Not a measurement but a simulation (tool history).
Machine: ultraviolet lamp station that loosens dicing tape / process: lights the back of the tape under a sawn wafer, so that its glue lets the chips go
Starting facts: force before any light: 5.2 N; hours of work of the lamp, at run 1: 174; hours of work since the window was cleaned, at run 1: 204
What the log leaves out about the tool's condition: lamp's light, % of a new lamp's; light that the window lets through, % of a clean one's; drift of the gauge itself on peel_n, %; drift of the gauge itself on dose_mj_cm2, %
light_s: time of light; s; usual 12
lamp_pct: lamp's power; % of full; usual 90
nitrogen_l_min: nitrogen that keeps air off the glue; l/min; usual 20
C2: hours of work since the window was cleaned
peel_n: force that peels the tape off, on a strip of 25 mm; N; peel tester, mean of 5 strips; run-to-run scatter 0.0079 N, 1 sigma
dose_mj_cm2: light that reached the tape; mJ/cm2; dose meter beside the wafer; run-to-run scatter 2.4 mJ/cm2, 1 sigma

run 1 hour=0 | light_s=12 lamp_pct=90 nitrogen_l_min=20 | hours_of_work_of_the_lamp=174 C2=204 | peel_n=0.391 dose_mj_cm2=228
run 2 hour=9.8 | light_s=12 lamp_pct=90 nitrogen_l_min=20 | hours_of_work_of_the_lamp=179 C2=210 | peel_n=0.381 dose_mj_cm2=220
run 3 hour=16 | light_s=12 lamp_pct=90 nitrogen_l_min=7 | hours_of_work_of_the_lamp=183 C2=214 | peel_n=0.624 dose_mj_cm2=223
run 4 hour=29.1 | light_s=11 lamp_pct=90 nitrogen_l_min=20 | hours_of_work_of_the_lamp=191 C2=221 | peel_n=0.445 dose_mj_cm2=197
run 5 hour=36.2 | light_s=11 lamp_pct=90 nitrogen_l_min=20 | hours_of_work_of_the_lamp=195 C2=225 | peel_n=0.449 dose_mj_cm2=197
run 6 hour=46.3 | light_s=12 lamp_pct=90 nitrogen_l_min=20 | hours_of_work_of_the_lamp=200 C2=231 | peel_n=0.387 dose_mj_cm2=222
run 7 hour=55.8 | light_s=12 lamp_pct=90 nitrogen_l_min=20 | hours_of_work_of_the_lamp=206 C2=237 | peel_n=0.419 dose_mj_cm2=219
run 8 hour=61.2 | light_s=12 lamp_pct=90 nitrogen_l_min=20 | hours_of_work_of_the_lamp=209 C2=240 | peel_n=0.398 dose_mj_cm2=217
run 9 hour=66.6 | light_s=12 lamp_pct=90 nitrogen_l_min=20 | hours_of_work_of_the_lamp=212 C2=243 | peel_n=0.431 dose_mj_cm2=215
run 10 hour=73.6 | light_s=12 lamp_pct=90 nitrogen_l_min=20 | hours_of_work_of_the_lamp=216 C2=247 | peel_n=0.411 dose_mj_cm2=213
run 11 hour=85.2 | light_s=12 lamp_pct=90 nitrogen_l_min=20 | hours_of_work_of_the_lamp=223 C2=254 | peel_n=0.396 dose_mj_cm2=215
run 12 hour=95.3 | light_s=12 lamp_pct=90 nitrogen_l_min=20 | hours_of_work_of_the_lamp=229 C2=260 | peel_n=0.409 dose_mj_cm2=213
run 13 hour=107.4 | light_s=12 lamp_pct=90 nitrogen_l_min=20 | hours_of_work_of_the_lamp=236 C2=267 | peel_n=0.431 dose_mj_cm2=208
run 14 hour=115.3 | light_s=12 lamp_pct=90 nitrogen_l_min=20 | hours_of_work_of_the_lamp=241 C2=271 | peel_n=0.416 dose_mj_cm2=210
run 15 hour=125.8 | light_s=12 lamp_pct=90 nitrogen_l_min=20 | hours_of_work_of_the_lamp=247 C2=277 | peel_n=0.436 dose_mj_cm2=208
run 16 hour=132.4 | light_s=12 lamp_pct=90 nitrogen_l_min=28 | hours_of_work_of_the_lamp=250 C2=281 | peel_n=0.395 dose_mj_cm2=208
run 17 hour=140.2 | light_s=12 lamp_pct=90 nitrogen_l_min=28 | hours_of_work_of_the_lamp=255 C2=286 | peel_n=0.389 dose_mj_cm2=206
run 18 hour=149.1 | light_s=7 lamp_pct=97 nitrogen_l_min=22 | hours_of_work_of_the_lamp=260 C2=291 | peel_n=0.848 dose_mj_cm2=129
run 19 hour=155.5 | light_s=7 lamp_pct=73 nitrogen_l_min=19 | hours_of_work_of_the_lamp=264 C2=295 | peel_n=1.362 dose_mj_cm2=94
run 20 hour=163.4 | light_s=18 lamp_pct=83 nitrogen_l_min=8 | hours_of_work_of_the_lamp=269 C2=299 | peel_n=0.41 dose_mj_cm2=279
-- hour=165.9 window cleaned of glue's vapour
run 21 hour=175.2 | light_s=18 lamp_pct=83 nitrogen_l_min=8 | hours_of_work_of_the_lamp=275 C2=5 | peel_n=0.322 dose_mj_cm2=327
run 22 hour=185.6 | light_s=9 lamp_pct=86 nitrogen_l_min=11 | hours_of_work_of_the_lamp=281 C2=11 | peel_n=0.791 dose_mj_cm2=168
run 23 hour=195.6 | light_s=10 lamp_pct=71 nitrogen_l_min=8 | hours_of_work_of_the_lamp=287 C2=17 | peel_n=1.095 dose_mj_cm2=152
run 24 hour=207.2 | light_s=10 lamp_pct=71 nitrogen_l_min=8 | hours_of_work_of_the_lamp=294 C2=24 | peel_n=1.083 dose_mj_cm2=155
run 25 hour=215 | light_s=6 lamp_pct=99 nitrogen_l_min=20 | hours_of_work_of_the_lamp=298 C2=29 | peel_n=0.956 dose_mj_cm2=130
run 26 hour=224.5 | light_s=17 lamp_pct=78 nitrogen_l_min=8 | hours_of_work_of_the_lamp=304 C2=34 | peel_n=0.415 dose_mj_cm2=283
run 27 hour=236.4 | light_s=17 lamp_pct=78 nitrogen_l_min=7 | hours_of_work_of_the_lamp=311 C2=41 | peel_n=0.443 dose_mj_cm2=280
run 28 hour=248.8 | light_s=16 lamp_pct=72 nitrogen_l_min=14 | hours_of_work_of_the_lamp=318 C2=48 | peel_n=0.398 dose_mj_cm2=243
run 29 hour=255.6 | light_s=12 lamp_pct=93 nitrogen_l_min=6 | hours_of_work_of_the_lamp=322 C2=52 | peel_n=0.645 dose_mj_cm2=236
run 30 hour=266 | light_s=16 lamp_pct=93 nitrogen_l_min=6 | hours_of_work_of_the_lamp=328 C2=58 | peel_n=0.423 dose_mj_cm2=308
run 31 hour=276.7 | light_s=16 lamp_pct=93 nitrogen_l_min=6 | hours_of_work_of_the_lamp=334 C2=64 | peel_n=0.41 dose_mj_cm2=309

Below, each run's measurement less what the same run would have read without the hidden state. Both values contain the same run-to-run variation, but the gauge's scatter may not be the same in both:
run=1 peel_n=+0.079 dose_mj_cm2=-44
run=2 peel_n=+0.08 dose_mj_cm2=-44
run=3 peel_n=+0.159 dose_mj_cm2=-46
run=4 peel_n=+0.107 dose_mj_cm2=-42
run=5 peel_n=+0.109 dose_mj_cm2=-44
run=6 peel_n=+0.091 dose_mj_cm2=-50
run=7 peel_n=+0.098 dose_mj_cm2=-50
run=8 peel_n=+0.095 dose_mj_cm2=-51
run=9 peel_n=+0.101 dose_mj_cm2=-52
run=10 peel_n=+0.1 dose_mj_cm2=-52
run=11 peel_n=+0.103 dose_mj_cm2=-54
run=12 peel_n=+0.108 dose_mj_cm2=-55
run=13 peel_n=+0.115 dose_mj_cm2=-56
run=14 peel_n=+0.112 dose_mj_cm2=-58
run=15 peel_n=+0.121 dose_mj_cm2=-58
run=16 peel_n=+0.101 dose_mj_cm2=-59
run=17 peel_n=+0.099 dose_mj_cm2=-60
run=18 peel_n=+0.282 dose_mj_cm2=-39
run=19 peel_n=+0.408 dose_mj_cm2=-29
run=20 peel_n=+0.115 dose_mj_cm2=-86
run=21 peel_n=+0.042 dose_mj_cm2=-44
run=22 peel_n=+0.146 dose_mj_cm2=-23
run=23 peel_n=+0.194 dose_mj_cm2=-22
run=24 peel_n=+0.202 dose_mj_cm2=-23
run=25 peel_n=+0.189 dose_mj_cm2=-20
run=26 peel_n=+0.075 dose_mj_cm2=-46
run=27 peel_n=+0.089 dose_mj_cm2=-48
run=28 peel_n=+0.077 dose_mj_cm2=-43
run=29 peel_n=+0.152 dose_mj_cm2=-42
run=30 peel_n=+0.085 dose_mj_cm2=-58
run=31 peel_n=+0.087 dose_mj_cm2=-59

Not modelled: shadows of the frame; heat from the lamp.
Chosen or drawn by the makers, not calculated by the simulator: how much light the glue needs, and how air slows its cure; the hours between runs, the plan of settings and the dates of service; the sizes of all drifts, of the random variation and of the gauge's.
